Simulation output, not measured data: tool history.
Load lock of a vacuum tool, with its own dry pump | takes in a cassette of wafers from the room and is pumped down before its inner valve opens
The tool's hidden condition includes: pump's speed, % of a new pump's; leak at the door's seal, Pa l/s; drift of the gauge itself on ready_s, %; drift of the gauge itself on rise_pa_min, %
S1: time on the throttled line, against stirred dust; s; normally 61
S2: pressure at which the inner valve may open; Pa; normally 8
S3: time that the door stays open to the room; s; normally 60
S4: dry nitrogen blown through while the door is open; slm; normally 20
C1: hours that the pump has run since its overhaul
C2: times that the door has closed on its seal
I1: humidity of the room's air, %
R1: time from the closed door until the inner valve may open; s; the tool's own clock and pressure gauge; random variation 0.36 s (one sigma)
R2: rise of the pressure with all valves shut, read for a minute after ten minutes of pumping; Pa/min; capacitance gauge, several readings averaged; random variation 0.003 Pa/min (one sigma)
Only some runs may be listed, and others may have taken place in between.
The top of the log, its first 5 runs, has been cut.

run     hour   S1  S2   S3  S4     C1     C2    I1     R1     R2
  6   2224.1   61   8   60  20   2324  30067  42.9     77  0.027
  7   2723.8   61   8   60  20   2824  31203  44.6   78.3  0.029
  8   3114.4   61   8   60  20   3214  32091  44.3   78.2  0.029
  9   3563.9   61   8   60  20   3664  33112  45.3   77.7  0.026
 10   4002.8   61   8   60  20   4103  34110  47.9   77.3  0.027
 11   4423.3   61   8   60  20   4523  35066  41.8   77.4  0.027
 12   4955.3   61   8   60  20   5055  36275  44.4   77.3  0.027
 13   5270.5   61   8   60   8   5370  36991  42.5   77.9  0.045
 14     5743   61   8   60  20   5843  38066  44.9   77.7  0.031
 15   6089.2  118   8   60  20   6189  38852  46.2  130.5  0.031
 16   6661.7  118   8   60  20   6762  40154  43.6  129.4  0.032
 17   7119.4  118   8   60  20   7219  41194    45  129.6  0.035
 18   7551.9  118   8   60  20   7652  42177  46.6  128.9   0.03
 19   7912.3   61   8   60  20   8012  42997  48.3   78.6  0.032
 20   8464.8   61   8   60  20   8565  44253  44.6   77.5  0.031
 21   8836.1   61   8   60  20   8936  45097  46.7   77.9   0.03
 22   9310.5   61   8   60  20   9410  46175    44   77.5  0.029
 23   9694.7   55   9   33  27   9795  47048  47.5   71.9  0.014
 24  10260.1   55  12   33  27  10360  48333  42.3   72.1  0.024
 25  10586.4  105  10   37   5  10686  49075  49.1  118.3   0.05
 26  10829.9   66  10   72   8  10930  49629  45.7   82.7  0.051
 27  11125.7   32   8   60   5  11226  50301  45.6     51  0.052
 28  11411.2   57   8  116   5  11511  50950  46.1     74  0.077
 29  11949.2   44  12   30   8  12049  52173  45.5   61.1  0.031
 30  12252.6   61  12   30   8  12352  52862  44.4   76.7  0.033

Run 31, settings as shown, results not yet in. Your forecast:
 31  12692.9  116  15  119  12  12793  53863  44.6   ?   ?

Run 31 yielded R1 126.4 s, R2 0.059 Pa/min.
Without the tool's hidden state the same run would have given R1 126.3 s, R2 0.057 Pa/min.

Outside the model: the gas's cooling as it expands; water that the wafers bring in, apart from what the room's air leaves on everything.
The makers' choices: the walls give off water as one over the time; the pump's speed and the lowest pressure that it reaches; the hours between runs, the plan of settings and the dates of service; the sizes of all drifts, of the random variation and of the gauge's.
